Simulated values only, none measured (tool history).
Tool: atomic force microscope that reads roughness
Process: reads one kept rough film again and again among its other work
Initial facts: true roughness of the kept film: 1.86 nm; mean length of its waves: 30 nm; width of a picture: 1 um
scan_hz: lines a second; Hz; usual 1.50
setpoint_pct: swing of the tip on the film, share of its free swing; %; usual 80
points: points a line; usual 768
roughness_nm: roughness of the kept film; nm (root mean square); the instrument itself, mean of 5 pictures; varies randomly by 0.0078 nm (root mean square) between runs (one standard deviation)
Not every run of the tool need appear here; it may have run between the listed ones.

{"run": 1, "day": 0.0, "scan_hz": 1.5, "setpoint_pct": 80, "points": 768, "roughness_nm": 1.675}
{"run": 2, "day": 0.225, "scan_hz": 1.5, "setpoint_pct": 80, "points": 768, "roughness_nm": 1.652}
{"run": 3, "day": 0.446, "scan_hz": 1.5, "setpoint_pct": 71, "points": 768, "roughness_nm": 1.692}
{"run": 4, "day": 0.654, "scan_hz": 1.45, "setpoint_pct": 71, "points": 768, "roughness_nm": 1.662}
{"run": 5, "day": 1.142, "scan_hz": 1.5, "setpoint_pct": 80, "points": 808, "roughness_nm": 1.605}
{"run": 6, "day": 1.388, "scan_hz": 1.5, "setpoint_pct": 80, "points": 808, "roughness_nm": 1.604}
{"run": 7, "day": 1.717, "scan_hz": 1.5, "setpoint_pct": 80, "points": 768, "roughness_nm": 1.587}
{"run": 8, "day": 1.996, "scan_hz": 0.83, "setpoint_pct": 80, "points": 768, "roughness_nm": 1.614}
{"run": 9, "day": 2.467, "scan_hz": 1.5, "setpoint_pct": 80, "points": 768, "roughness_nm": 1.563}
{"run": 10, "day": 2.788, "scan_hz": 1.5, "setpoint_pct": 80, "points": 768, "roughness_nm": 1.532}
{"run": 11, "day": 3.2, "scan_hz": 1.5, "setpoint_pct": 80, "points": 768, "roughness_nm": 1.542}
{"run": 12, "day": 3.608, "scan_hz": 1.31, "setpoint_pct": 80, "points": 768, "roughness_nm": 1.526}
{"day": 3.971, "done": "new tip fitted"}
{"run": 13, "day": 4.133, "scan_hz": 1.5, "setpoint_pct": 75, "points": 933, "roughness_nm": 1.709}

The next listed run, before its measurement:
{"run": 14, "day": 4.512, "scan_hz": 0.68, "setpoint_pct": 61, "points": 743, "roughness_nm": "?"}

{"run 14": {"roughness_nm": 1.737}}
If the tool had no hidden condition, the same run with the same run-to-run variation would have returned roughness_nm 1.763 nm (root mean square).

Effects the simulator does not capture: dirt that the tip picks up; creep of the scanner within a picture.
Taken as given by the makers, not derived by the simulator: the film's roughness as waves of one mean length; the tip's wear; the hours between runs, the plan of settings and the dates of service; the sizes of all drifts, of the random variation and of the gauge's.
